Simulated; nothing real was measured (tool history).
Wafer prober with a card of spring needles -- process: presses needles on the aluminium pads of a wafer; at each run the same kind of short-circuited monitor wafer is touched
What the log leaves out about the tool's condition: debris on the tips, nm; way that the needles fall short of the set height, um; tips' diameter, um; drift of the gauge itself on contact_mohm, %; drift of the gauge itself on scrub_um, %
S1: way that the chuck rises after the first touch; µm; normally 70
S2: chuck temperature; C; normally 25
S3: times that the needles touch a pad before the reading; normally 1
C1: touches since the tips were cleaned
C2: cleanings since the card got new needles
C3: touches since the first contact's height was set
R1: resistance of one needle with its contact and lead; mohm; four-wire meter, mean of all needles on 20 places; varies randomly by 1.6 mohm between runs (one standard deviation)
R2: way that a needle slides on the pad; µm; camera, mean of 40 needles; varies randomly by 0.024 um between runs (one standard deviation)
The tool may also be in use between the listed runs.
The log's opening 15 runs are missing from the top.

| run | hour | S1 | S2 | S3 | C1 | C2 | C3 | R1 | R2 |
|---|---|---|---|---|---|---|---|---|---|
|  | 229.5 | tips cleaned on abrasive film |
| 16 | 243.4 | 70 | 25 | 1 | 3899 | 31 | 50529 | 149 | 12.70 |
|  | 252.5 | gauge calibrated |
|  | 259.5 | tips cleaned on abrasive film |
| 17 | 263.7 | 70 | 25 | 1 | 1176 | 32 | 56200 | 150 | 12.93 |
| 18 | 274.8 | 70 | 25 | 2 | 4288 | 32 | 59312 | 148 | 12.89 |
|  | 290.0 | tips cleaned on abrasive film |
| 19 | 290.8 | 70 | 25 | 2 | 217 | 33 | 63762 | 148 | 12.92 |
| 20 | 300.1 | 70 | 25 | 2 | 2827 | 33 | 66372 | 149 | 12.89 |
| 21 | 318.4 | 70 | 114 | 1 | 7971 | 33 | 71516 | 166 | 12.88 |
|  | 320.2 | tips cleaned on abrasive film |
| 22 | 332.6 | 62 | 114 | 3 | 3462 | 34 | 75469 | 170 | 11.39 |
| 23 | 341.5 | 65 | 33 | 1 | 5968 | 34 | 77975 | 154 | 11.92 |
|  | 350.2 | tips cleaned on abrasive film |
| 24 | 359.5 | 51 | 45 | 3 | 2616 | 35 | 82990 | 162 | 9.37 |
| 25 | 376.1 | 51 | 45 | 3 | 7271 | 35 | 87645 | 160 | 9.32 |
|  | 380.7 | tips cleaned on abrasive film |
| 26 | 387.5 | 51 | 45 | 3 | 1912 | 36 | 90834 | 158 | 9.36 |

Run 27, settings as shown, results not yet in. Your forecast:
| 27 | 398.3 | 51 | 45 | 3 | 4938 | 36 | 93860 | ? | ? |

Run 27 yielded R1 161 mohm, R2 9.33 µm.
On a tool with no hidden condition, and with the same random variation, this run would have come out at R1 161 mohm, R2 9.43 µm.

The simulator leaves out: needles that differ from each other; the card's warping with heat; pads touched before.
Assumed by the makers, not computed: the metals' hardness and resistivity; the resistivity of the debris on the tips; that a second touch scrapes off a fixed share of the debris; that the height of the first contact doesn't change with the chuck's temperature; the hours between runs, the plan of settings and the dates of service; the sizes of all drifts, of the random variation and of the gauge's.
